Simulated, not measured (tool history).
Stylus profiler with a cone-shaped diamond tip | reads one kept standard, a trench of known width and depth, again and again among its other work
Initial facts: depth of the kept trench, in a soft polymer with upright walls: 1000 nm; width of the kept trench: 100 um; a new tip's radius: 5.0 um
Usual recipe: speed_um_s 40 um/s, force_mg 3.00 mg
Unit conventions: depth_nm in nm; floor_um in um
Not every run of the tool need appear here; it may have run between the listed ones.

run,hour,speed_um_s,force_mg,depth_nm,floor_um
1,0.0,40,3.00,1010.34,90.09
2,52.7,40,3.00,1010.28,89.84
3,96.5,40,3.00,1010.32,89.61
4,137.9,40,3.00,1010.53,89.39
5,180.1,40,3.00,1010.87,89.23
6,209.3,40,2.58,1009.69,89.03
7,240.0,14,3.00,1010.78,89.00
# hour 289.6: new tip fitted, height scale calibrated
8,301.5,14,3.00,1009.47,93.95
9,334.5,14,3.00,1009.27,93.70
10,374.4,14,3.00,1008.96,93.42
11,404.9,14,3.00,1009.23,93.17
12,434.1,14,3.00,1009.12,92.97
13,481.4,14,3.00,1009.36,92.60
14,508.9,32,1.17,1004.92,92.39
15,559.1,53,1.65,1006.16,92.03
16,615.9,36,6.54,1015.85,91.80
17,662.9,36,6.54,1016.24,91.48

Run 18, settings as shown, results not yet in. Your forecast:
18,701.8,36,6.54,?,?

{"run 18": {"depth_nm": 1016.33, "floor_um": 91.31}}
With no hidden state in the tool, this same run would have given depth_nm 1016.46 nm, floor_um 93.96 um.
